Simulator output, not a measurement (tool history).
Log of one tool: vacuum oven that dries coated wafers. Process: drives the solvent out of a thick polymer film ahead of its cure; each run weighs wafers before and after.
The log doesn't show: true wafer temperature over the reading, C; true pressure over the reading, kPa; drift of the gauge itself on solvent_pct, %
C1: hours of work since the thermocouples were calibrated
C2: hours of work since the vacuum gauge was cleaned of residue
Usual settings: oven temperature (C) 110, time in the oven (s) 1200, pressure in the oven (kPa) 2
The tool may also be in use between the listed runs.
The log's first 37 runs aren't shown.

{"run": 38, "hour": 912.8, "oven temperature (C)": 110, "time in the oven (s)": 1200, "pressure in the oven (kPa)": 2.28, "C1": 1217, "C2": 1079, "solvent left in the film (%)": 5.24}
{"run": 39, "hour": 944.5, "oven temperature (C)": 110, "time in the oven (s)": 1380, "pressure in the oven (kPa)": 7.71, "C1": 1236, "C2": 1099, "solvent left in the film (%)": 10.34}
{"run": 40, "hour": 968.7, "oven temperature (C)": 102, "time in the oven (s)": 1200, "pressure in the oven (kPa)": 2, "C1": 1251, "C2": 1113, "solvent left in the film (%)": 8.06}
{"run": 41, "hour": 1002.2, "oven temperature (C)": 102, "time in the oven (s)": 1200, "pressure in the oven (kPa)": 2, "C1": 1271, "C2": 1133, "solvent left in the film (%)": 7.89}
{"run": 42, "hour": 1031.0, "oven temperature (C)": 102, "time in the oven (s)": 1200, "pressure in the oven (kPa)": 2, "C1": 1288, "C2": 1151, "solvent left in the film (%)": 8.08}
{"run": 43, "hour": 1056.6, "oven temperature (C)": 102, "time in the oven (s)": 1200, "pressure in the oven (kPa)": 2, "C1": 1304, "C2": 1166, "solvent left in the film (%)": 7.93}
{"run": 44, "hour": 1083.0, "oven temperature (C)": 102, "time in the oven (s)": 1200, "pressure in the oven (kPa)": 2, "C1": 1319, "C2": 1182, "solvent left in the film (%)": 8.03}
{"run": 45, "hour": 1108.3, "oven temperature (C)": 102, "time in the oven (s)": 1200, "pressure in the oven (kPa)": 2, "C1": 1335, "C2": 1197, "solvent left in the film (%)": 7.96}
{"run": 46, "hour": 1136.8, "oven temperature (C)": 102, "time in the oven (s)": 1200, "pressure in the oven (kPa)": 1.41, "C1": 1352, "C2": 1214, "solvent left in the film (%)": 7.48}
{"run": 47, "hour": 1160.6, "oven temperature (C)": 102, "time in the oven (s)": 1200, "pressure in the oven (kPa)": 1.41, "C1": 1366, "C2": 1229, "solvent left in the film (%)": 7.61}

3 ways to go on from here, each from the tool as it stands after run 47. What would each give?
{"run": "A", "hour": 1186.3, "oven temperature (C)": 121, "time in the oven (s)": 1020, "pressure in the oven (kPa)": 1.69, "C1": 1382, "C2": 1244, "solvent left in the film (%)": "?"}
{"run": "B", "hour": 1186.3, "oven temperature (C)": 109, "time in the oven (s)": 1200, "pressure in the oven (kPa)": 1.41, "C1": 1382, "C2": 1244, "solvent left in the film (%)": "?"}
{"run": "C", "hour": 1186.3, "oven temperature (C)": 120, "time in the oven (s)": 1740, "pressure in the oven (kPa)": 1.41, "C1": 1382, "C2": 1244, "solvent left in the film (%)": "?"}

run=A solvent_left_in_the_film_(%)=2.39
run=B solvent_left_in_the_film_(%)=4.67
run=C solvent_left_in_the_film_(%)=1.65
Without the tool's hidden state the same runs would have given:
run=A solvent_left_in_the_film_(%)=1.61
run=B solvent_left_in_the_film_(%)=3.32
run=C solvent_left_in_the_film_(%)=1.11
